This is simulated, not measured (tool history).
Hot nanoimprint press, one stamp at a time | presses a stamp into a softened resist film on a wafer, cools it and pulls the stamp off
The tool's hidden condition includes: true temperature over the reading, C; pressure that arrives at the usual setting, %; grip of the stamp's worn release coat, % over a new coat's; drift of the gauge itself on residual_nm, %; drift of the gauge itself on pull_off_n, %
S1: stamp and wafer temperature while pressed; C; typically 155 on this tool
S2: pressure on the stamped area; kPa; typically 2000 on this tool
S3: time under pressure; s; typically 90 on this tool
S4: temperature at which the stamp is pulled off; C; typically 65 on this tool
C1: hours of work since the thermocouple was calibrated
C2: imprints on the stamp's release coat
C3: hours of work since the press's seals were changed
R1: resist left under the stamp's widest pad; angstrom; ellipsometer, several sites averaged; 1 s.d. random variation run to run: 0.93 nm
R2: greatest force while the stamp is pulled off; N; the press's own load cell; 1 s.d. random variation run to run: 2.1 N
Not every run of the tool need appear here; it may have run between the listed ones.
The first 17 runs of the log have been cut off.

run    day   S1    S2  S3  S4  C1   C2   C3    R1   R2
 18  5.567  162  3030  57  53   9  663  287  1359  119
 19  5.988  157  2000  90  65  15  689  293  1609  103
 20  6.396  157  1820  73  51  20  714  299  1803  128
 21  6.642  157  1820  73  51  24  729  302  1817  127
 22  7.062  157  1820  73  51  30  754  308  1823  126
 23  7.346  154  1920  64  65  33  772  312  2083  104
     7.554  -- plate thermocouple calibrated, once more
 24  7.704  155  2000  90  55   2  786  315  1676  119
 25  8.138  163  2360  73  54   8  812  321  1279  123
 26  8.438  157  1860  73  54  12  831  325  1753  117
 27  8.738  157  1860  73  54  16  849  329  1761  120
 28  8.962  163  2000  90  73  19  862  332  1271   93

For run 29, what comes out?
 29  9.158  155  1370  139  65  22  874  335   ?   ?

Run 29 gave R1 1670 angstrom, R2 108 N.
With the hidden condition absent and the run-to-run variation left alone, this run would have shown R1 1644 angstrom, R2 97 N.

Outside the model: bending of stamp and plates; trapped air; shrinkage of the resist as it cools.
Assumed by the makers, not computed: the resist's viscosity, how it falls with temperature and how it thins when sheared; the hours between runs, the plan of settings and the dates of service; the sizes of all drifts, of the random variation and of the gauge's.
